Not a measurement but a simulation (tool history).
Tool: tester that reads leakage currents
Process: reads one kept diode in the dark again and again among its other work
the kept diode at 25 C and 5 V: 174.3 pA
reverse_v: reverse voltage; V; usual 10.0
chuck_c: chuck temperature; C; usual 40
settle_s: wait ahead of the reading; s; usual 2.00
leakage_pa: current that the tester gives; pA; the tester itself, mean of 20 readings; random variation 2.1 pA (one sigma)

run      day  reverse_v  chuck_c  settle_s  leakage_pa
  1    0.000       10.0       40      2.00      687.35
  2    6.938       10.0       40      2.00      679.52
  3   10.829       10.0       37      2.00      546.18
  4   16.871       10.0       37      2.00      545.44
  5   21.267       10.0       37      2.00      541.53
  6   25.408       10.0       40      0.92      679.33
  7   29.092       10.0       40      0.92      672.00
  8   33.475       10.0       40      0.92      674.58
  9   40.383       10.0       40      2.00      667.80
 10   43.483       10.0       40      2.00      668.06
 11   46.892       10.0       40      1.01      667.06
 12   51.962       10.0       40      1.01      662.43
      54.417  -- tester calibrated
 13   56.933        4.8       40      2.00      515.61
 14   61.021       10.0       40      2.00      655.48
 15   64.808       10.0       40      2.00      655.58
 16   70.800       10.0       31      2.00      335.52
      72.746  -- chuck's temperature calibrated
 17   77.108        2.3       40      2.00      436.63
      79.588  -- probe card cleaned and baked
      80.050  -- tester calibrated, once more
 18   84.504        2.3       40      2.00      440.36
 19   88.629        2.3       40      2.00      437.89
 20   92.604        1.8       26      2.00      136.80
 21   98.883       19.7       34      2.00      551.07
 22  102.392       19.7       34      2.00      553.76
 23  109.650       19.7       34      2.00      553.96
 24  112.929       19.7       34      1.28      550.79
 25  119.871        3.7       26      0.72      170.90

The next listed run, before its measurement:
 26  123.729       10.0       52      6.69           ?

{"run 26": {"leakage_pa": 1612.73}}
Without the tool's hidden state the same run would have given leakage_pa 1648.47 pA.
